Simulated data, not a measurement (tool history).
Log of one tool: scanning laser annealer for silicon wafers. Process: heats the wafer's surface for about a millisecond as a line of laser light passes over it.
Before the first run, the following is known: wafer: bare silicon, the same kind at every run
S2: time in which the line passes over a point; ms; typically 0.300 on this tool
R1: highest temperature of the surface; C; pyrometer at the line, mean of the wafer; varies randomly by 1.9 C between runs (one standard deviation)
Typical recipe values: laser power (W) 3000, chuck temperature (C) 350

Run 1, hour 0.0: usual settings. Result: R1 1145 C.
Run 2, hour 82.3: usual settings but S2 0.271 ms. Result: R1 1097 C.
Run 3, hour 159.5: usual settings but laser power (W) 2775. Result: R1 1056 C.
Run 4, hour 217.4: usual settings. Result: R1 1128 C.
Run 5, hour 286.5: usual settings. Result: R1 1127 C.
Run 6, hour 345.5: usual settings but chuck temperature (C) 327. Result: R1 1106 C.
At hour 408.3: window over the wafer cleaned.
Run 7, hour 408.3: usual settings but chuck temperature (C) 327. Result: R1 1084 C.
Run 8, hour 483.2: usual settings but laser power (W) 2808. Result: R1 1041 C.
Run 9, hour 522.7: usual settings but laser power (W) 2808. Result: R1 1037 C.
Run 10, hour 589.0: usual settings but laser power (W) 2755, S2 0.218 ms. Result: R1 908 C.
At hour 649.1: window over the wafer cleaned, once more.
Run 11, hour 649.1: usual settings but laser power (W) 2755, S2 0.218 ms. Result: R1 960 C.
Run 12, hour 698.4: usual settings but laser power (W) 2755, S2 0.218 ms. Result: R1 954 C.
Run 13, hour 767.8: usual settings but laser power (W) 2790, S2 0.309 ms, chuck temperature (C) 386. Result: R1 1126 C.
Run 14, hour 831.2: usual settings but S2 0.325 ms, chuck temperature (C) 370. Result: R1 1203 C.
Run 15, hour 917.9: usual settings but laser power (W) 2859, S2 0.270 ms. Result: R1 1052 C.
Run 16, hour 973.0: usual settings but S2 0.286 ms, chuck temperature (C) 356. Result: R1 1122 C.
Run 17, hour 1030.2: usual settings but laser power (W) 2985, S2 0.374 ms, chuck temperature (C) 322. Result: R1 1197 C.

4 ways to go on from here, each from the tool as it stands after run 17. What would each give?
Run A, hour 1107.5: usual settings but laser power (W) 3203, S2 0.374 ms, chuck temperature (C) 378. Result: R1 ?.
Run B, hour 1107.5: usual settings but laser power (W) 2985, S2 0.374 ms, chuck temperature (C) 370. Result: R1 ?.
Run C, hour 1107.5: usual settings but laser power (W) 3218, S2 0.275 ms. Result: R1 ?.
Run D, hour 1107.5: usual settings but laser power (W) 3072, S2 0.355 ms, chuck temperature (C) 353. Result: R1 ?.

run    R1
  A  1334
  B  1244
  C  1164
  D  1236
Take away the tool's hidden state, keep each run's random variation, and the runs would have read:
run    R1
  A  1390
  B  1295
  C  1211
  D  1287
